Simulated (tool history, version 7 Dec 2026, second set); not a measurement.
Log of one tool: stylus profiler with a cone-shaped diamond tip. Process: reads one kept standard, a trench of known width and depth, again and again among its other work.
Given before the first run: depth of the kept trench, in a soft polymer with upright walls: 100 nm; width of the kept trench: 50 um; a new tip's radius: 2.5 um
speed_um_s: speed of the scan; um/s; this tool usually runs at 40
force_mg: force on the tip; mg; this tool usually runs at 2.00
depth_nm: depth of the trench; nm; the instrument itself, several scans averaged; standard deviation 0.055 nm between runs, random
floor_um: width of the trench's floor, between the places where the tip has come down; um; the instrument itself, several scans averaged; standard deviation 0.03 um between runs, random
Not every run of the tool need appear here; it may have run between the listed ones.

run,day,speed_um_s,force_mg,depth_nm,floor_um
1,0.000,40,2.00,100.53,48.34
2,1.396,40,2.00,100.42,48.29
3,3.308,18,2.00,100.41,48.42
4,4.917,18,2.00,100.54,48.33
5,6.867,40,2.00,100.47,48.29
6,8.954,40,2.00,100.45,48.33
7,11.700,40,2.00,100.51,48.30
8,14.767,40,2.00,100.42,48.27
9,17.283,40,2.00,100.42,48.29
10,18.842,40,0.93,100.08,48.21
11,22.304,40,0.93,100.02,48.16
12,24.708,40,0.93,100.06,48.19
13,27.925,40,2.00,100.39,48.23
14,30.438,47,2.00,100.31,48.25
15,33.383,40,2.10,100.34,48.23
16,36.592,40,2.10,100.38,48.19
17,38.525,40,2.10,100.32,48.16
18,41.367,40,2.10,100.35,48.20
19,43.233,40,2.10,100.25,48.18
20,46.050,40,3.86,100.61,48.16
21,48.729,40,3.86,100.65,48.12
22,51.617,40,2.00,100.20,48.11
23,55.042,40,5.16,100.83,48.14
24,57.692,62,0.72,99.87,47.98
25,59.279,23,2.77,100.36,48.17
26,61.992,36,1.03,99.87,48.11
27,63.862,23,1.53,100.11,48.20
28,66.954,29,1.31,99.99,48.13
29,68.388,40,1.85,100.12,48.04
30,71.562,40,1.85,100.08,48.09
31,73.692,40,1.85,100.09,48.03
32,75.221,14,1.32,100.04,48.14
33,78.358,14,0.93,99.74,48.08
34,80.412,26,1.65,100.03,48.06
35,83.221,57,1.46,99.82,48.03
36,85.308,57,1.46,99.91,47.96
37,88.225,40,0.69,99.63,47.96
38,90.042,134,2.57,100.08,47.85
39,93.038,76,4.03,100.47,48.02
40,94.500,76,4.03,100.47,48.01
41,96.662,76,4.03,100.40,47.92
42,99.883,11,0.82,99.78,48.00
43,102.792,53,2.00,100.02,48.02
44,106.021,117,2.00,99.96,47.80
45,108.183,147,4.97,100.53,47.82
46,110.333,66,5.00,100.60,47.99

Each row is a separate what-if for the run after 46, all from the same tool condition, not one after another. Results?
# day 112.254: height scale calibrated on a step standard
A,113.471,12,1.62,?,?
# day 112.254: height scale calibrated on a step standard
B,113.471,26,4.66,?,?
# day 112.254: height scale calibrated on a step standard
C,113.471,18,1.82,?,?
# day 112.254: height scale calibrated on a step standard
D,113.471,77,1.18,?,?

run,depth_nm,floor_um
A,100.48,48.01
B,101.33,48.01
C,100.60,47.98
D,100.53,47.80
Without the tool's hidden state the same runs would have given:
run,depth_nm,floor_um
A,100.50,48.58
B,101.35,48.58
C,100.62,48.55
D,100.55,48.37
